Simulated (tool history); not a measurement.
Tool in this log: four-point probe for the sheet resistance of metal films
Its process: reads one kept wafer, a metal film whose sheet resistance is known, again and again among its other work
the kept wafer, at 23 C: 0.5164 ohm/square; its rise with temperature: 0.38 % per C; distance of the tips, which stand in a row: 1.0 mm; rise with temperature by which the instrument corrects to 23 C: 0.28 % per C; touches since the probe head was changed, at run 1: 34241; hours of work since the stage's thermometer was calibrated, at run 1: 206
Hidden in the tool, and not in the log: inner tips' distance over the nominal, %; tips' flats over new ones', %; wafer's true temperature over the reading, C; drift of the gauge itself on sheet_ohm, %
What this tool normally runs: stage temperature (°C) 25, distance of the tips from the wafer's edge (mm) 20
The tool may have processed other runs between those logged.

run,hour,stage temperature (°C),distance of the tips from the wafer's edge (mm),touches since the probe head was changed,hours of work since the stage's thermometer was calibrated,sheet resistance as the instrument gives it (ohm/square)
1,0.0,25,20,34241,206,0.516692
2,23.5,25,20,35043,219,0.516437
3,35.4,25,20,35451,225,0.516620
4,54.4,25,9,36099,235,0.519258
5,73.2,25,9,36740,246,0.519294
6,96.9,25,9,37550,258,0.519095
7,116.5,25,9,38218,269,0.519032
8,130.2,25,64,38687,276,0.515812
9,154.5,25,64,39516,289,0.515740
10,167.0,25,64,39941,296,0.515870
11,181.2,23,43,40429,304,0.514851
12,202.1,25,4,41142,315,0.532277
13,217.9,30,34,41681,323,0.518575
14,238.3,21,6,42378,334,0.521283
15,250.8,34,49,42804,341,0.520143
16,268.1,25,10,43395,350,0.518342
17,289.3,33,29,44120,362,0.519831
18,313.6,34,9,44947,375,0.523605
19,325.6,25,12,45357,381,0.517410

Same runs, no hidden state in the tool, same run-to-run variation:
run,sheet resistance as the instrument gives it (ohm/square)
1,0.518230
2,0.517999
3,0.518195
4,0.520859
5,0.520914
6,0.520738
7,0.520694
8,0.517479
9,0.517433
10,0.517576
11,0.516566
12,0.534070
13,0.520347
14,0.523080
15,0.521957
16,0.520165
17,0.521687
18,0.525498
19,0.519289

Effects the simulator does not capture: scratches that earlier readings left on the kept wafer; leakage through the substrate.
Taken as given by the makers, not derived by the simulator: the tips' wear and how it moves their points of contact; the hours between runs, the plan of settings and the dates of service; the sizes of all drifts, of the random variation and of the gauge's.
